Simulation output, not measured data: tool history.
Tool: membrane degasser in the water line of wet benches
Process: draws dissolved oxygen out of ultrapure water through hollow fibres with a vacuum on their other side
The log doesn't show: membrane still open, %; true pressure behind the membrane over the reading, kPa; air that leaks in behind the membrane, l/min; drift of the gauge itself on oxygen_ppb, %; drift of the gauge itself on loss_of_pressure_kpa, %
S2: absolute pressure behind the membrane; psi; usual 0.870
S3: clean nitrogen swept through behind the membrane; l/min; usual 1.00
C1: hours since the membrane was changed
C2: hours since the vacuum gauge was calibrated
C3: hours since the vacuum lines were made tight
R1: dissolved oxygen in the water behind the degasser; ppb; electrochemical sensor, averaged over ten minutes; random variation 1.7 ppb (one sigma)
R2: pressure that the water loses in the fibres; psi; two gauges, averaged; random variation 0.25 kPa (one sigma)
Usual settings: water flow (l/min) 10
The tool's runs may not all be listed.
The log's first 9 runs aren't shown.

run 10 day=12.821 | water_flow_(l/min)=10 S2=0.870 S3=1.00 | C1=518 C2=3237 C3=2257 | R1=169.5 R2=9.935
run 11 day=14.329 | water_flow_(l/min)=10 S2=0.870 S3=1.00 | C1=554 C2=3273 C3=2293 | R1=171.6 R2=9.831
run 12 day=15.933 | water_flow_(l/min)=10 S2=0.870 S3=1.18 | C1=593 C2=3312 C3=2332 | R1=160.9 R2=9.892
run 13 day=17.467 | water_flow_(l/min)=10 S2=0.870 S3=1.18 | C1=629 C2=3349 C3=2368 | R1=162.9 R2=9.855
run 14 day=18.558 | water_flow_(l/min)=10 S2=0.870 S3=1.18 | C1=656 C2=3375 C3=2395 | R1=160.5 R2=9.887
run 15 day=20.546 | water_flow_(l/min)=10 S2=0.870 S3=1.18 | C1=703 C2=3422 C3=2442 | R1=158.4 R2=9.890
run 16 day=21.583 | water_flow_(l/min)=10 S2=0.870 S3=1.18 | C1=728 C2=3447 C3=2467 | R1=162.5 R2=9.839
run 17 day=23.233 | water_flow_(l/min)=10 S2=0.870 S3=1.18 | C1=768 C2=3487 C3=2507 | R1=160.6 R2=9.848
run 18 day=25.129 | water_flow_(l/min)=7 S2=1.495 S3=2.99 | C1=813 C2=3532 C3=2552 | R1=68.6 R2=6.917
run 19 day=26.779 | water_flow_(l/min)=7 S2=1.495 S3=2.99 | C1=853 C2=3572 C3=2592 | R1=68.1 R2=6.891
run 20 day=27.908 | water_flow_(l/min)=7 S2=1.495 S3=1.22 | C1=880 C2=3599 C3=2619 | R1=129.0 R2=6.914
run 21 day=29.325 | water_flow_(l/min)=7 S2=1.942 S3=1.00 | C1=914 C2=3633 C3=2653 | R1=204.9 R2=6.927
run 22 day=31.133 | water_flow_(l/min)=9 S2=0.870 S3=1.00 | C1=957 C2=3677 C3=2696 | R1=133.8 R2=8.950
run 23 day=33.008 | water_flow_(l/min)=10 S2=1.490 S3=1.25 | C1=1002 C2=3722 C3=2741 | R1=237.1 R2=9.905
run 24 day=33.979 | water_flow_(l/min)=11 S2=0.796 S3=1.14 | C1=1026 C2=3745 C3=2765 | R1=194.1 R2=10.824
run 25 day=35.179 | water_flow_(l/min)=11 S2=0.669 S3=1.00 | C1=1054 C2=3774 C3=2793 | R1=176.6 R2=10.871
run 26 day=36.404 | water_flow_(l/min)=10 S2=0.870 S3=1.02 | C1=1084 C2=3803 C3=2823 | R1=171.3 R2=9.955
run 27 day=37.592 | water_flow_(l/min)=6 S2=0.870 S3=1.00 | C1=1112 C2=3831 C3=2851 | R1=58.4 R2=5.939
run 28 day=39.012 | water_flow_(l/min)=6 S2=0.870 S3=1.00 | C1=1147 C2=3866 C3=2886 | R1=59.1 R2=5.942
run 29 day=40.133 | water_flow_(l/min)=6 S2=1.005 S3=2.49 | C1=1173 C2=3893 C3=2912 | R1=38.4 R2=5.976
run 30 day=42.075 | water_flow_(l/min)=10 S2=1.194 S3=1.28 | C1=1220 C2=3939 C3=2959 | R1=199.4 R2=9.873
run 31 day=42.992 | water_flow_(l/min)=10 S2=1.194 S3=1.28 | C1=1242 C2=3961 C3=2981 | R1=200.3 R2=9.909
run 32 day=45.017 | water_flow_(l/min)=10 S2=1.194 S3=1.28 | C1=1291 C2=4010 C3=3030 | R1=202.1 R2=9.922

Forecast each of these 4 alternatives for the next run:
-- day=45.158 vacuum gauge calibrated
run A day=46.875 | water_flow_(l/min)=8 S2=1.112 S3=2.39 | C1=1335 C2=41 C3=3074 | R1=? R2=?
-- day=45.158 vacuum gauge calibrated
run B day=46.875 | water_flow_(l/min)=10 S2=1.141 S3=1.93 | C1=1335 C2=41 C3=3074 | R1=? R2=?
-- day=45.158 vacuum gauge calibrated
run C day=46.875 | water_flow_(l/min)=9 S2=0.715 S3=1.45 | C1=1335 C2=41 C3=3074 | R1=? R2=?
-- day=45.158 vacuum gauge calibrated
run D day=46.875 | water_flow_(l/min)=8 S2=0.689 S3=1.32 | C1=1335 C2=41 C3=3074 | R1=? R2=?

run=A R1=81.3 R2=7.979
run=B R1=159.6 R2=9.913
run=C R1=95.6 R2=9.004
run=D R1=68.2 R2=7.973
Without the tool's hidden state the same runs would have given:
run=A R1=79.0 R2=7.919
run=B R1=155.7 R2=9.841
run=C R1=92.7 R2=8.937
run=D R1=66.0 R2=7.915

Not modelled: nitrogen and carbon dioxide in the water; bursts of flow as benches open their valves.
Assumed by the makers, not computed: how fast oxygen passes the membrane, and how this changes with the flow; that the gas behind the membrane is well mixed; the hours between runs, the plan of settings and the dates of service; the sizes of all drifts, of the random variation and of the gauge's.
